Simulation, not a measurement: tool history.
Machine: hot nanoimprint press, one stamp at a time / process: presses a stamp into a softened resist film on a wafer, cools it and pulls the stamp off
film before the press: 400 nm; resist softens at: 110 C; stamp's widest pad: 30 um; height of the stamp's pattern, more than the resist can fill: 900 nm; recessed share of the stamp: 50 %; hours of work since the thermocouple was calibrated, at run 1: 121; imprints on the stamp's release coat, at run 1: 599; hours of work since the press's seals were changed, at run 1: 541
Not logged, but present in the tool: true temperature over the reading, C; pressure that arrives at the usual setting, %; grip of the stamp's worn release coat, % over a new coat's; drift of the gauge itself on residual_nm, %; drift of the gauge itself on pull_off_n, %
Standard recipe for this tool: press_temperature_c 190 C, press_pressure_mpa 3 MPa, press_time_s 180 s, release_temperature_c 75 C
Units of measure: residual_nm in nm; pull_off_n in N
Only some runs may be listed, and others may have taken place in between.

run	hour	press_temperature_c	press_pressure_mpa	press_time_s	release_temperature_c	hours of work since the thermocouple was calibrated	imprints on the stamp's release coat	hours of work since the press's seals were changed	residual_nm	pull_off_n
1	0	190	3	180	75	121	599	541	234	99.6
2	8.8	190	3	180	75	128	635	547	232.3	102
3	26.6	190	3	180	62	141	708	560	232.4	120.5
4	34.4	190	3	180	75	146	740	566	232.2	103.6
5	47.1	190	3	180	75	156	792	575	233.3	102.9
# hour 55.5: stamp cleaned and given a new release coat
6	68.6	190	3	180	75	167	54	587	232.6	93.3
7	79.5	190	3	180	75	175	98	595	231.6	97.5
8	90.6	190	3	180	75	183	144	603	232	95.4
9	98.2	190	3	180	75	189	175	608	231.5	96.2
10	107.9	184	3	180	75	196	214	615	272.3	97.3
11	119.8	184	3	180	75	204	263	624	270.3	98.4
12	137.1	190	3	220	75	217	333	637	218.7	98
13	154.7	190	3	220	75	230	405	649	216	98.6
14	167.5	190	3	220	75	239	457	659	217	99.4
15	183.6	190	3	220	75	251	523	671	216	101.8
16	199.6	190	3	220	75	263	588	682	217.1	100.2
17	213.5	196	4.77	180	75	273	645	692	152.9	100.7
18	221.1	196	4.77	180	75	278	676	698	153.1	101.1
19	237.7	196	4.77	180	75	290	743	710	152.3	100.8
# hour 258.5: stamp cleaned and given a new release coat
20	260.5	199	4.59	180	71	303	8	722	142.3	96.7
21	273.9	199	4.36	180	69	313	63	732	145.1	102.2
22	287.3	199	3.64	180	77	322	117	742	159.5	92.3
23	303.8	199	3.64	180	77	334	185	754	158.8	92.2
24	322.2	199	3.64	180	77	348	259	767	158.2	93.2
25	340.6	199	3.64	180	77	361	335	781	159.6	94.3
26	352.4	199	3.64	180	77	370	383	790	158.4	95.1
27	369.3	198	3	180	65	382	452	802	180.5	112.3
28	384.8	185	4.03	180	78	394	515	813	229.7	95.9
29	400.6	185	4.03	180	78	405	580	825	231.5	95.3

Alternative continuations, all from the tool just after run 29; predict every row:
A	410.8	182	3	118	75	413	621	832	?	?
B	410.8	185	1.88	180	76	413	621	832	?	?
C	410.8	199	3	180	75	413	621	832	?	?

run	residual_nm	pull_off_n
A	306.9	99.5
B	304	99.6
C	175.9	99.6
With no hidden state in the tool, these same runs would have given:
run	residual_nm	pull_off_n
A	313.8	95.5
B	312.3	95.6
C	180.8	95.5
